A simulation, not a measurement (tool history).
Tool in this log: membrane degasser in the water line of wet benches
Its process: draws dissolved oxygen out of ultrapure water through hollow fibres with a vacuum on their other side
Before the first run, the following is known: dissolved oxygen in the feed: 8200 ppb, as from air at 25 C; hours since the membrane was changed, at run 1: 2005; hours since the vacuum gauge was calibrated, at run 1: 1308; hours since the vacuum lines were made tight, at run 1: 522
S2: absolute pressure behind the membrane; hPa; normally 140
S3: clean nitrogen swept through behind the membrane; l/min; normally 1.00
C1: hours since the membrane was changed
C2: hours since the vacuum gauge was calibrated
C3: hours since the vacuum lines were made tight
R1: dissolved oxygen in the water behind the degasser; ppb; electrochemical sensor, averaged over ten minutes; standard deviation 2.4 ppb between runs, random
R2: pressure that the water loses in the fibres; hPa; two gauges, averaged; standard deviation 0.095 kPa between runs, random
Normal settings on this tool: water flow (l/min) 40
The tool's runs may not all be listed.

run 1 hour=0.0 | water_flow_(l/min)=40 S2=140 S3=1.00 | C1=2005 C2=1308 C3=522 | R1=915.9 R2=255.4
run 2 hour=29.9 | water_flow_(l/min)=40 S2=140 S3=0.64 | C1=2035 C2=1338 C3=552 | R1=1198.5 R2=255.0
run 3 hour=71.6 | water_flow_(l/min)=40 S2=140 S3=1.00 | C1=2077 C2=1379 C3=594 | R1=913.1 R2=255.1
run 4 hour=110.9 | water_flow_(l/min)=40 S2=140 S3=1.00 | C1=2116 C2=1418 C3=633 | R1=914.9 R2=254.5
run 5 hour=147.7 | water_flow_(l/min)=40 S2=140 S3=1.00 | C1=2153 C2=1455 C3=670 | R1=911.6 R2=255.6
run 6 hour=198.3 | water_flow_(l/min)=40 S2=140 S3=1.00 | C1=2204 C2=1506 C3=720 | R1=913.4 R2=255.1
run 7 hour=252.5 | water_flow_(l/min)=40 S2=140 S3=1.00 | C1=2258 C2=1560 C3=775 | R1=913.0 R2=254.5
run 8 hour=311.1 | water_flow_(l/min)=40 S2=140 S3=1.00 | C1=2316 C2=1619 C3=833 | R1=908.9 R2=255.0
run 9 hour=359.6 | water_flow_(l/min)=40 S2=140 S3=0.73 | C1=2365 C2=1667 C3=882 | R1=1109.6 R2=252.8
run 10 hour=408.3 | water_flow_(l/min)=40 S2=140 S3=0.73 | C1=2414 C2=1716 C3=931 | R1=1101.9 R2=255.0
run 11 hour=438.3 | water_flow_(l/min)=40 S2=140 S3=0.73 | C1=2444 C2=1746 C3=960 | R1=1103.7 R2=254.2
run 12 hour=465.0 | water_flow_(l/min)=40 S2=331 S3=1.00 | C1=2470 C2=1773 C3=987 | R1=1995.0 R2=255.0
run 13 hour=494.9 | water_flow_(l/min)=40 S2=331 S3=1.00 | C1=2500 C2=1803 C3=1017 | R1=1997.7 R2=254.5
run 14 hour=520.5 | water_flow_(l/min)=40 S2=237 S3=1.00 | C1=2526 C2=1828 C3=1043 | R1=1500.2 R2=255.3
run 15 hour=564.8 | water_flow_(l/min)=40 S2=237 S3=1.00 | C1=2570 C2=1872 C3=1087 | R1=1499.0 R2=254.7
run 16 hour=609.7 | water_flow_(l/min)=40 S2=140 S3=1.00 | C1=2615 C2=1917 C3=1132 | R1=913.8 R2=255.0
run 17 hour=660.6 | water_flow_(l/min)=40 S2=140 S3=1.00 | C1=2666 C2=1968 C3=1183 | R1=908.6 R2=254.2

What does the tool deliver on the next run?
run 18 hour=688.5 | water_flow_(l/min)=40 S2=140 S3=1.00 | C1=2694 C2=1996 C3=1211 | R1=? R2=?

{"run 18": {"R1": 908.1, "R2": 255.3}}
Were there no unlogged condition in the tool, this run, its random variation unchanged, would have produced R1 914.3 ppb, R2 255.3 hPa.
